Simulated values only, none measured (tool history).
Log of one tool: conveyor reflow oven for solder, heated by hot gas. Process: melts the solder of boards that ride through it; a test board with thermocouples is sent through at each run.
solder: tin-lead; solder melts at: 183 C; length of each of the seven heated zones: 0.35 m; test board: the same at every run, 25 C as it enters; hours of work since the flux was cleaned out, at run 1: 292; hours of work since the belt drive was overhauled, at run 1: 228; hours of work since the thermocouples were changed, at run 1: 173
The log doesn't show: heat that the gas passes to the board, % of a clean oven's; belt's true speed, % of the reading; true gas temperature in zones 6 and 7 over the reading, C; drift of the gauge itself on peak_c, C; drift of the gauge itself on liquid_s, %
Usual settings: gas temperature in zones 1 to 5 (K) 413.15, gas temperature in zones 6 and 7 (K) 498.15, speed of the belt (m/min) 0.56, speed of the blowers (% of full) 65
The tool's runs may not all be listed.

run   hour  gas temperature in zones 1 to 5 (K)  gas temperature in zones 6 and 7 (K)  speed of the belt (m/min)  speed of the blowers (% of full)  hours of work since the flux was cleaned out  hours of work since the belt drive was overhauled  hours of work since the thermocouples were changed  highest temperature of the board (K)  time above the solder's melting point (s)
  1      0                               413.15                                498.15                       0.56                                65                                           292                                                228                                                 173                                483.85                                       51.6
  2   16.3                               413.15                                498.15                       0.56                                65                                           301                                                237                                                 182                                484.05                                       51.6
  3   24.9                               413.15                                498.15                       0.56                                65                                           305                                                242                                                 187                                484.15                                       51.8
  4   36.1                               413.15                                506.15                       0.56                                65                                           311                                                248                                                 193                                490.75                                       57.6
  5   50.3                               413.15                                506.15                       0.56                                65                                           319                                                256                                                 200                                490.65                                       57.9
  6   63.2                               413.15                                506.15                       0.56                                65                                           326                                                263                                                 207                                490.95                                       57.5
  7   71.3                               413.15                                489.15                       0.56                                65                                           331                                                267                                                 212                                476.05                                       43.9
  8   87.3                               413.15                                490.15                       0.56                                65                                           339                                                276                                                 221                                476.75                                       44.9
  9   95.6                               413.15                                490.15                       0.56                                65                                           344                                                280                                                 225                                477.25                                       45.3
 10  111.7                               413.15                                490.15                       0.56                                65                                           353                                                289                                                 234                                476.95                                       44.8
 11  119.2                               413.15                                498.15                       0.56                                65                                           357                                                293                                                 238                                483.75                                       52.1
 12  130.8                               413.15                                498.15                       0.56                                65                                           363                                                299                                                 244                                483.35                                         52
 13  142.6                               413.15                                498.15                       0.56                                65                                           369                                                306                                                 251                                484.15                                       52.1
 14  151.7                               413.15                                498.15                      0.597                                65                                           374                                                311                                                 256                                481.75                                       46.4
 15  161.3                               413.15                                498.15                       0.56                                65                                           380                                                316                                                 261                                484.35                                         52
     172.8  -- flux residue cleaned out of gas plates and filters
 16    183                               413.15                                498.15                       0.56                                65                                             6                                                325                                                 270                                483.75                                       51.9
 17  199.2                               425.15                                506.15                       0.56                                58                                            14                                                334                                                 279                                491.35                                       62.4
 18  206.5                               417.15                                498.15                       0.56                                65                                            18                                                338                                                 283                                484.45                                       54.3
 19  224.2                               424.15                                489.15                       0.56                                65                                            28                                                347                                                 292                                477.95                                       51.3
 20  240.1                               417.15                                491.15                      0.545                                66                                            37                                                356                                                 301                                479.15                                       51.6
 21    255                               416.15                                511.15                      0.604                                86                                            45                                                364                                                 309                                497.25                                       58.5
 22  268.8                               416.15                                511.15                      0.604                                86                                            52                                                372                                                 317                                497.35                                       58.8
 23    279                               421.15                                498.15                      0.601                                52                                            58                                                377                                                 322                                480.35                                       46.6
 24  286.6                               421.15                                498.15                      0.601                                52                                            62                                                381                                                 326                                480.75                                         47
 25    302                               416.15                                488.15                      0.574                                78                                            70                                                390                                                 335                                476.85                                       45.8
 26  320.1                               411.15                                510.15                      0.608                                86                                            80                                                400                                                 344                                495.25                                       55.1
 27  335.9                               400.15                                510.15                      0.456                                86                                            89                                                408                                                 353                                501.95                                       76.1
 28  346.3                               400.15                                510.15                      0.456                                86                                            94                                                414                                                 359                                501.95                                       76.3
 29  355.4                               427.15                                508.15                       0.51                                84                                            99                                                419                                                 364                                499.75                                       75.7
 30  366.9                               398.15                                495.15                       0.51                                84                                           106                                                425                                                 370                                484.65                                       54.8
 31  381.8                               398.15                                495.15                       0.51                                84                                           114                                                433                                                 378                                484.75                                       54.8
 32  399.7                               398.15                                495.15                      0.525                                60                                           123                                                443                                                 388                                479.55                                       46.1

Hidden state at the last listed run before each entry between runs and at the first one after, where it differs:
Between runs 15 and 16: flux residue cleaned out of gas plates and filters (hour 172.8)
  heat that the gas passes to the board, % of a clean oven's: 99.9 -> 100
